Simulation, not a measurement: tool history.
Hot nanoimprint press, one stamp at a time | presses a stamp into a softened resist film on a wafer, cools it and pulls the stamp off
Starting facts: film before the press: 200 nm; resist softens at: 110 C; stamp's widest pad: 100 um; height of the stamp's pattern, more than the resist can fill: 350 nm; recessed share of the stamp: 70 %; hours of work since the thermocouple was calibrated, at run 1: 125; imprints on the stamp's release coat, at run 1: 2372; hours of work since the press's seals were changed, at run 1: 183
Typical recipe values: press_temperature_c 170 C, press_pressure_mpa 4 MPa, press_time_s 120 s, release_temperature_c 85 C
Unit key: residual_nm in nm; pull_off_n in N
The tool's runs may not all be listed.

| run | hour | press_temperature_c | press_pressure_mpa | press_time_s | release_temperature_c | hours of work since the thermocouple was calibrated | imprints on the stamp's release coat | hours of work since the press's seals were changed | residual_nm | pull_off_n |
|---|---|---|---|---|---|---|---|---|---|---|
| 1 | 0 | 170 | 4 | 120 | 85 | 125 | 2372 | 183 | 90.1 | 275 |
| 2 | 8.3 | 170 | 4 | 120 | 85 | 129 | 2384 | 187 | 90.1 | 266 |
| 3 | 14.4 | 170 | 4 | 120 | 85 | 132 | 2393 | 190 | 90.9 | 267 |
| 4 | 25.3 | 170 | 5.99 | 120 | 85 | 137 | 2409 | 195 | 73.4 | 276 |
| 5 | 32.4 | 170 | 5.99 | 120 | 85 | 140 | 2419 | 198 | 71.7 | 267 |
| 6 | 43.2 | 170 | 5.99 | 120 | 85 | 145 | 2435 | 203 | 72.3 | 269 |
| 7 | 50.7 | 170 | 5.99 | 120 | 85 | 149 | 2445 | 206 | 73.2 | 271 |
| 8 | 57.9 | 170 | 4 | 215 | 85 | 152 | 2456 | 210 | 73.4 | 269 |
|  | 67.9 | stamp cleaned and given a new release coat |
| 9 | 74.4 | 170 | 5.13 | 120 | 85 | 157 | 9 | 214 | 78.9 | 144 |
|  | 78.2 | plate thermocouple calibrated |
| 10 | 85.7 | 174 | 4 | 120 | 85 | 3 | 21 | 218 | 76.1 | 146 |
| 11 | 98.8 | 174 | 4 | 203 | 85 | 9 | 40 | 224 | 61.6 | 143 |
| 12 | 109.3 | 180 | 4 | 203 | 85 | 14 | 55 | 229 | 50 | 150 |
| 13 | 116.4 | 180 | 4 | 203 | 85 | 18 | 66 | 232 | 48.8 | 147 |
| 14 | 129.1 | 167 | 4 | 120 | 85 | 23 | 84 | 238 | 100.1 | 146 |
|  | 143.4 | plate thermocouple calibrated, once more |
| 15 | 144.8 | 161 | 4 | 120 | 92 | 1 | 103 | 244 | 135.6 | 124 |
| 16 | 151.9 | 175 | 4.44 | 120 | 88 | 4 | 113 | 247 | 73.1 | 147 |
| 17 | 161.9 | 173 | 2.73 | 96 | 77 | 9 | 127 | 252 | 111.1 | 186 |
| 18 | 173.4 | 173 | 3.93 | 120 | 85 | 14 | 144 | 257 | 84.1 | 158 |
| 19 | 182.7 | 173 | 2.63 | 236 | 79 | 18 | 158 | 261 | 84.6 | 180 |
| 20 | 196 | 173 | 2.63 | 236 | 79 | 24 | 177 | 268 | 82.9 | 181 |
| 21 | 204.5 | 173 | 2.63 | 236 | 79 | 28 | 189 | 271 | 84.2 | 182 |
| 22 | 216.5 | 170 | 4 | 120 | 77 | 34 | 207 | 277 | 95.9 | 185 |
| 23 | 229.6 | 170 | 2.44 | 120 | 85 | 40 | 226 | 283 | 119.8 | 160 |
| 24 | 242.3 | 170 | 2.42 | 120 | 88 | 46 | 244 | 289 | 120.7 | 148 |
| 25 | 250.8 | 170 | 2.76 | 74 | 88 | 49 | 256 | 293 | 129.7 | 147 |
| 26 | 258 | 180 | 2.76 | 196 | 88 | 53 | 267 | 296 | 66.3 | 143 |
| 27 | 263.9 | 180 | 2.76 | 196 | 88 | 55 | 275 | 299 | 65 | 148 |
| 28 | 271.5 | 170 | 4.14 | 62 | 85 | 59 | 286 | 302 | 113.6 | 155 |

Pick out some run-to-run changes in residual_nm. Of each, how much would a tool without hidden state show as well, from the settings, what came in and chance, and how much is left for the hidden state and any gauge scatter not in both results compared?
Hidden conditions of the tool in this case: true temperature over the reading, C; pressure that arrives at the usual setting, %; grip of the stamp's worn release coat, % over a new coat's; drift of the gauge itself on residual_nm, %; drift of the gauge itself on pull_off_n, %.
Run 13 -> 14: press_temperature_c 180 -> 167, press_time_s 203 -> 120. residual_nm +51.3 nm: hidden state -3.4, all else +54.7.
Run 14 -> 15: press_temperature_c 167 -> 161, release_temperature_c 85 -> 92, plate thermocouple calibrated, once more. residual_nm +35.5 nm: hidden state +7.3, all else +28.2.
Run 15 -> 16: press_temperature_c 161 -> 175, press_pressure_mpa 4 -> 4.44, release_temperature_c 92 -> 88. residual_nm -62.5 nm: hidden state -0.4, all else -62.1.
Run 25 -> 26: press_temperature_c 170 -> 180, press_time_s 74 -> 196. residual_nm -63.4 nm: hidden state +0.1, all else -63.5.
